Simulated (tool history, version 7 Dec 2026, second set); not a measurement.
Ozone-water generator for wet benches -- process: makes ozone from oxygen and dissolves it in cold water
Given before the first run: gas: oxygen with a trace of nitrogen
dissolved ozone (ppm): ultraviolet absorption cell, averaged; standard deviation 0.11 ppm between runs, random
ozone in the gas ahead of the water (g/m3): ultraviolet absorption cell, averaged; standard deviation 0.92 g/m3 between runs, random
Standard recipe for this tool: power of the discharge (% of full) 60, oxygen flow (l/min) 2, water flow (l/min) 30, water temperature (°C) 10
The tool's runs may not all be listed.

run	hour	power of the discharge (% of full)	oxygen flow (l/min)	water flow (l/min)	water temperature (°C)	dissolved ozone (ppm)	ozone in the gas ahead of the water (g/m3)
1	0	60	2	30	10	7.1	154.7
2	220.5	60	2.78	30	10	8.3	133.3
3	310.1	60	2	30	10	7.2	154
4	478.3	60	2	30	10	7.1	153
5	688.8	60	2	30	10	7.1	152
6	800.9	60	2	30	10	7.3	154
7	973.6	60	1.5	39	6	4.6	175
8	1188.6	86	1.5	20	6	12.8	224.9
9	1406.5	60	2	20	10	11.1	153.5
10	1497.7	60	2	20	10	10.9	155
11	1664.6	57	2	37	9	5.6	150
12	1816	60	1.75	30	5	6.8	164

Predict each of these 3 candidate next runs independently; none follows another, all start after run 12:
A	2015.2	60	3.16	30	5	?	?
B	2015.2	60	2.08	20	10	?	?
C	2015.2	60	1.75	30	7	?	?

run	dissolved ozone (ppm)	ozone in the gas ahead of the water (g/m3)
A	9.1	128.4
B	11	152.4
C	6.8	164.5
The same runs, with their run-to-run variation unchanged, on a tool lacking any hidden condition would have given:
run	dissolved ozone (ppm)	ozone in the gas ahead of the water (g/m3)
A	9.1	126.8
B	11	150.6
C	6.8	162.5
